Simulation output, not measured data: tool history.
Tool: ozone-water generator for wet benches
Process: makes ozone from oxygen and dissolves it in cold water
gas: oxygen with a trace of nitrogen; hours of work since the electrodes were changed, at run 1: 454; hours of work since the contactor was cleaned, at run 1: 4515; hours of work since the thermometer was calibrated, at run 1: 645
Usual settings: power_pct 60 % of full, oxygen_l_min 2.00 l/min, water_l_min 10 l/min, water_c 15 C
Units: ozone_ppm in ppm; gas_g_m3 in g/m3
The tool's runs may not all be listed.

run   hour  power_pct  oxygen_l_min  water_l_min  water_c  hours of work since the electrodes were changed  hours of work since the contactor was cleaned  hours of work since the thermometer was calibrated  ozone_ppm  gas_g_m3
  1    0.0         60          2.00           10       15                                              454                                           4515                                                 645       16.8     247.5
  2   44.5         60          2.00           10       15                                              489                                           4550                                                 680       16.9     246.0
  3   72.7         60          2.00           10       15                                              511                                           4572                                                 702       17.0     248.8
  4  111.9         60          2.00            9       15                                              541                                           4602                                                 732       18.9     247.1
  5  136.6         60          2.00           10       15                                              561                                           4621                                                 751       16.8     245.9
  6  167.0         60          2.00           10       15                                              584                                           4645                                                 775       16.9     245.2
  7  185.5         60          2.00           10       15                                              599                                           4659                                                 789       17.2     243.9
  8  212.6         60          2.00           10       15                                              620                                           4680                                                 810       17.1     246.8
  9  237.9         60          2.00           10       15                                              639                                           4700                                                 830       16.9     246.8
 10  277.0         60          2.33           10       15                                              670                                           4731                                                 860       16.9     224.7
 11  313.9         60          2.68           10       15                                              699                                           4759                                                 889       16.8     207.1
 12  359.4         60          2.00           10       15                                              734                                           4795                                                 925       16.9     248.6
 13  388.7         60          2.00           10       15                                              757                                           4817                                                 947       17.0     246.0
 14  428.5         60          2.00           10       15                                              788                                           4848                                                 978       17.1     244.8
 15  456.0         60          2.00           10       15                                              809                                           4870                                                1000       16.7     247.0
 16  492.8         60          2.00           10       15                                              838                                           4898                                                1028       17.1     243.4
 17  512.3         60          2.00           10       15                                              853                                           4914                                                1043       17.3     248.5
 18  537.2         60          2.00           10       19                                              872                                           4933                                                1063       16.3     244.5
 19  573.0         60          2.00           10       19                                              900                                           4961                                                1091       16.2     246.8
 20  598.5         60          2.00           13        7                                              920                                           4981                                                1111       13.8     245.2
 21  622.8         70          2.30           12       18                                              939                                           5000                                                1129       15.0     247.5
 22  643.3         70          2.30           12       18                                              955                                           5016                                                1145       15.0     246.8
 23  670.6         70          1.59           12       14                                              976                                           5037                                                1167       15.1     307.2
 24  714.5         60          1.04           10       14                                             1010                                           5071                                                1201       15.8     360.6

Forecast run 25:
 25  744.4         60          1.04           10       14                                             1033                                           5094                                                1224          ?         ?

ozone_ppm: 16.0 ppm
gas_g_m3: 365.0 g/m3
Without the tool's hidden state the same run would have given ozone_ppm 16.7 ppm, gas_g_m3 371.8 g/m3.
